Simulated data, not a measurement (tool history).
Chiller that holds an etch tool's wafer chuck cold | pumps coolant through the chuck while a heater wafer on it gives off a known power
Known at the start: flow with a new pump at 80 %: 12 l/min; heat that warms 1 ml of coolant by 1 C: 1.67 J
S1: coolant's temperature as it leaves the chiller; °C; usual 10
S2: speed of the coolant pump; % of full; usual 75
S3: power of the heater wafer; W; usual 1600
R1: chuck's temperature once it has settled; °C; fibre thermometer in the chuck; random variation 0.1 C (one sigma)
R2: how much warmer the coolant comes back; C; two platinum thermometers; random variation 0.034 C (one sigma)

{"run": 1, "day": 0.0, "S1": 10, "S2": 75, "S3": 1600, "R1": 22.4, "R2": 5.1}
{"run": 2, "day": 3.404, "S1": 10, "S2": 75, "S3": 1600, "R1": 22.6, "R2": 5.12}
{"run": 3, "day": 8.642, "S1": 10, "S2": 75, "S3": 1600, "R1": 22.4, "R2": 5.11}
{"day": 9.746, "done": "coolant changed, channels flushed"}
{"run": 4, "day": 12.783, "S1": 10, "S2": 75, "S3": 1796, "R1": 23.9, "R2": 5.76}
{"run": 5, "day": 18.371, "S1": 10, "S2": 75, "S3": 1796, "R1": 24.2, "R2": 5.77}
{"run": 6, "day": 22.296, "S1": 10, "S2": 75, "S3": 1796, "R1": 23.8, "R2": 5.8}
{"run": 7, "day": 26.921, "S1": 10, "S2": 75, "S3": 1796, "R1": 23.9, "R2": 5.77}
{"run": 8, "day": 31.579, "S1": 10, "S2": 75, "S3": 1796, "R1": 23.9, "R2": 5.69}
{"run": 9, "day": 36.967, "S1": 10, "S2": 75, "S3": 1796, "R1": 23.9, "R2": 5.74}
{"run": 10, "day": 39.646, "S1": 13, "S2": 75, "S3": 1796, "R1": 26.9, "R2": 5.72}
{"run": 11, "day": 42.975, "S1": 13, "S2": 75, "S3": 1796, "R1": 27.0, "R2": 5.79}
{"run": 12, "day": 46.412, "S1": 3, "S2": 99, "S3": 2289, "R1": 17.7, "R2": 5.52}
{"day": 47.362, "done": "chiller's thermometer calibrated"}
{"run": 13, "day": 52.512, "S1": 20, "S2": 69, "S3": 1786, "R1": 34.7, "R2": 6.2}

The next listed run, before its measurement:
{"run": 14, "day": 57.671, "S1": 9, "S2": 69, "S3": 1512, "R1": "?", "R2": "?"}

{"run 14": {"R1": 21.6, "R2": 5.3}}
Without the tool's hidden state the same run would have given R1 21.6 °C, R2 5.29 C.

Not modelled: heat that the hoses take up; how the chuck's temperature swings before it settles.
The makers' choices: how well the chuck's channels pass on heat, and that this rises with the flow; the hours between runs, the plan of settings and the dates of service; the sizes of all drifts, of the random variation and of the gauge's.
